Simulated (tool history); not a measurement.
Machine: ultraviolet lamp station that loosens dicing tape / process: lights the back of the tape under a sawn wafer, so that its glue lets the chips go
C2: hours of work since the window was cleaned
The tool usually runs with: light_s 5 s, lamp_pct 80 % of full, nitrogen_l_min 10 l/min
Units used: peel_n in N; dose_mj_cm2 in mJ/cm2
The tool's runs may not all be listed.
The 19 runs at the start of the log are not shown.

{"run": 20, "day": 31.342, "light_s": 5, "lamp_pct": 77, "nitrogen_l_min": 14, "hours of work of the lamp": 1807, "C2": 203, "peel_n": 1.582, "dose_mj_cm2": 337}
{"run": 21, "day": 32.729, "light_s": 6, "lamp_pct": 77, "nitrogen_l_min": 9, "hours of work of the lamp": 1832, "C2": 228, "peel_n": 1.557, "dose_mj_cm2": 400}
{"day": 32.929, "done": "lamp changed"}
{"run": 22, "day": 34.483, "light_s": 3, "lamp_pct": 73, "nitrogen_l_min": 5, "hours of work of the lamp": 28, "C2": 259, "peel_n": 3.482, "dose_mj_cm2": 257}
{"run": 23, "day": 35.371, "light_s": 3, "lamp_pct": 73, "nitrogen_l_min": 5, "hours of work of the lamp": 44, "C2": 275, "peel_n": 3.687, "dose_mj_cm2": 254}
{"run": 24, "day": 37.308, "light_s": 7, "lamp_pct": 80, "nitrogen_l_min": 6, "hours of work of the lamp": 80, "C2": 310, "peel_n": 0.861, "dose_mj_cm2": 641}
{"run": 25, "day": 38.204, "light_s": 6, "lamp_pct": 93, "nitrogen_l_min": 6, "hours of work of the lamp": 96, "C2": 327, "peel_n": 0.905, "dose_mj_cm2": 633}
{"run": 26, "day": 39.275, "light_s": 5, "lamp_pct": 88, "nitrogen_l_min": 4, "hours of work of the lamp": 116, "C2": 346, "peel_n": 1.906, "dose_mj_cm2": 492}
{"run": 27, "day": 40.525, "light_s": 2, "lamp_pct": 61, "nitrogen_l_min": 4, "hours of work of the lamp": 138, "C2": 369, "peel_n": 5.594, "dose_mj_cm2": 136}
{"run": 28, "day": 41.9, "light_s": 2, "lamp_pct": 61, "nitrogen_l_min": 4, "hours of work of the lamp": 163, "C2": 394, "peel_n": 5.686, "dose_mj_cm2": 134}
{"day": 42.804, "done": "window cleaned of glue's vapour"}
{"run": 29, "day": 42.912, "light_s": 7, "lamp_pct": 65, "nitrogen_l_min": 10, "hours of work of the lamp": 181, "C2": 2, "peel_n": 0.823, "dose_mj_cm2": 542}
{"run": 30, "day": 43.871, "light_s": 4, "lamp_pct": 87, "nitrogen_l_min": 9, "hours of work of the lamp": 199, "C2": 19, "peel_n": 1.451, "dose_mj_cm2": 418}

Run 31, settings as shown, results not yet in. Your forecast:
{"run": 31, "day": 45.488, "light_s": 5, "lamp_pct": 80, "nitrogen_l_min": 4, "hours of work of the lamp": 228, "C2": 49, "peel_n": "?", "dose_mj_cm2": "?"}

{"run 31": {"peel_n": 1.998, "dose_mj_cm2": 473}}
With the hidden condition absent and the run-to-run variation left alone, this run would have shown peel_n 1.847 N, dose_mj_cm2 500 mJ/cm2.
